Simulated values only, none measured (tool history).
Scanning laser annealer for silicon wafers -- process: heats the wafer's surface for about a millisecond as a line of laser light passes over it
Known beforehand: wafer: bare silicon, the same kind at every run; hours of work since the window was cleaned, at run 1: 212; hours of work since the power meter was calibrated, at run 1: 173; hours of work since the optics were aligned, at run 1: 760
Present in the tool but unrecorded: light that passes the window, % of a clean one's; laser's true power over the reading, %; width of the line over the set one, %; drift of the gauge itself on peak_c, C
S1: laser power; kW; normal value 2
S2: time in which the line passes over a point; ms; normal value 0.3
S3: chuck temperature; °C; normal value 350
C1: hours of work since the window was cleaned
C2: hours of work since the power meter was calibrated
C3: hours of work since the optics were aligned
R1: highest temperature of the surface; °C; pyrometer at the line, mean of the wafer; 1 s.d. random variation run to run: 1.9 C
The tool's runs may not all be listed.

run     day     S1     S2   S3   C1    C2    C3    R1
  1       0      2    0.3  350  212   173   760  1138
  2   1.558      2    0.3  350  228   188   776  1138
  3   4.758      2    0.3  350  260   220   808  1139
  4   6.729      2    0.3  350  279   240   827  1131
  5    9.15      2    0.3  350  304   264   852  1134
  6  11.442      2    0.3  350  327   287   875  1132
  7  15.092      2    0.3  350  363   324   911  1133
  8  17.642      2    0.3  350  389   350   937  1129
  9  20.671      2  0.302  350  419   380   967  1132
 10  24.088      2  0.302  350  453   414  1002  1127
 11  26.488      2    0.3  350  478   438  1026  1126
 12  29.338      2    0.3  350  506   467  1054  1122
     29.583  -- window over the wafer cleaned
 13  32.417      2    0.3  350   28   497  1084  1142
 14  35.571      2    0.3  350   60   528  1116  1142
 15  38.262      2  0.354  350   87   555  1143  1211
 16  40.771      2    0.3  350  112   581  1168  1143
 17  42.338      2    0.3  350  128   596  1184  1139
 18  45.412      2    0.3  350  159   627  1215  1140
 19  47.079  1.856    0.3  350  175   644  1231  1066
 20    49.9  1.856    0.3  350  204   672  1260  1066
 21  51.883      2    0.3  330  224   692  1279  1115
 22  53.754  1.982    0.3  330  242   711  1298  1108
 23  55.946  2.058  0.212  341  264   733  1320  1018
 24  58.679      2  0.304  350  292   760  1348  1137
 25  60.454      2  0.358  350  310   778  1365  1206
 26  62.146  1.818  0.253  388  327   795  1382  1023
 27  65.546  1.756    0.3  350  361   829  1416  1014
 28  67.538      2    0.3  313  381   849  1436  1089
 29  69.296  1.815    0.3  379  398   867  1454  1068
 30  71.317  1.815    0.3  379  418   887  1474  1064
 31  74.604  1.763  0.339  379  451   920  1507  1084
 32  78.167  1.726  0.265  374  487   956  1543   975
     80.329  -- window over the wafer cleaned
 33  80.329  2.149    0.3  350    0   976  1564  1221
 34    83.6      2  0.214  350   33  1009  1597  1017
 35   87.25  1.771  0.215  350   69  1046  1633   923
 36  90.733  1.771  0.215  350  104  1081  1668   919
 37  93.821  1.771  0.215  350  135  1112  1699   920
 38    96.1  1.771  0.329  341  158  1135  1722  1050
 39  97.942      2    0.3  312  177  1153  1740  1103
 40    99.6      2    0.3  312  193  1170  1757  1099

Each row is a separate what-if for the run after 40, all from the same tool condition, not one after another. Results?
  A  101.558  2.018  0.215  349  213  1189  1777   ?
  B  101.558  2.192    0.3  353  213  1189  1777   ?
  C  101.558  1.757  0.312  325  213  1189  1777   ?
  D  101.558  1.721    0.3  350  213  1189  1777   ?

run    R1
  A  1019
  B  1238
  C  1004
  D   999
Stripped of hidden state, with their random variation kept, the same runs would have yielded:
run    R1
  A  1031
  B  1254
  C  1016
  D  1011

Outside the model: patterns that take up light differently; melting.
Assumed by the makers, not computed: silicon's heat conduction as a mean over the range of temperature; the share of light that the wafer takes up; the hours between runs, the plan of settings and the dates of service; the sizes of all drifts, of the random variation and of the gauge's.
